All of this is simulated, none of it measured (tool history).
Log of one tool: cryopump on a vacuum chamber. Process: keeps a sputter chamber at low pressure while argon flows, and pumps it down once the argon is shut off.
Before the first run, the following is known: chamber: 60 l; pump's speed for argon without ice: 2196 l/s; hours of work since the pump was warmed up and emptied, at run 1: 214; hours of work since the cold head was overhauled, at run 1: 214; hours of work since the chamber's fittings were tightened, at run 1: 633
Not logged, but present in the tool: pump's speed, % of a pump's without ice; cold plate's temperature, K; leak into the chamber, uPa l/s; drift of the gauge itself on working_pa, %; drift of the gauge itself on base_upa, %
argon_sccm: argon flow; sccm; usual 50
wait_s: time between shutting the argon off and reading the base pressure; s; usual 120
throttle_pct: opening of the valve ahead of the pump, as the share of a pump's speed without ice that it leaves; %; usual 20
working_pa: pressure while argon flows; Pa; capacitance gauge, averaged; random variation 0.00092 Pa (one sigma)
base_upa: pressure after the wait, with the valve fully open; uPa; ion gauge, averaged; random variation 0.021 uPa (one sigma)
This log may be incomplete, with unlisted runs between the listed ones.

run	hour	argon_sccm	wait_s	throttle_pct	hours of work since the pump was warmed up and emptied	hours of work since the cold head was overhauled	hours of work since the chamber's fittings were tightened	working_pa	base_upa
1	0.0	50	120	20	214	214	633	0.1948	0.74
2	10.1	50	120	20	220	220	640	0.1956	0.71
3	29.4	50	120	20	233	233	653	0.1957	0.75
4	40.9	50	120	20	241	241	660	0.1975	0.78
5	55.1	50	120	20	251	251	670	0.1962	0.75
6	68.2	50	120	40	260	260	679	0.0996	0.74
7	77.6	50	120	40	266	266	685	0.1006	0.77
8	93.6	50	120	40	277	277	696	0.1009	0.80
9	107.8	50	120	20	286	286	706	0.1948	0.80
10	121.3	50	120	20	296	296	715	0.1976	0.79
11	129.1	25	236	20	301	301	720	0.0997	0.68

Run 12 comes next. What will it give?
12	143.1	25	236	20	310	310	730	?	?

{"run 12": {"working_pa": 0.0984, "base_upa": 0.66}}
Without the tool's hidden state the same run would have given working_pa 0.0959 Pa, base_upa 0.24 uPa.
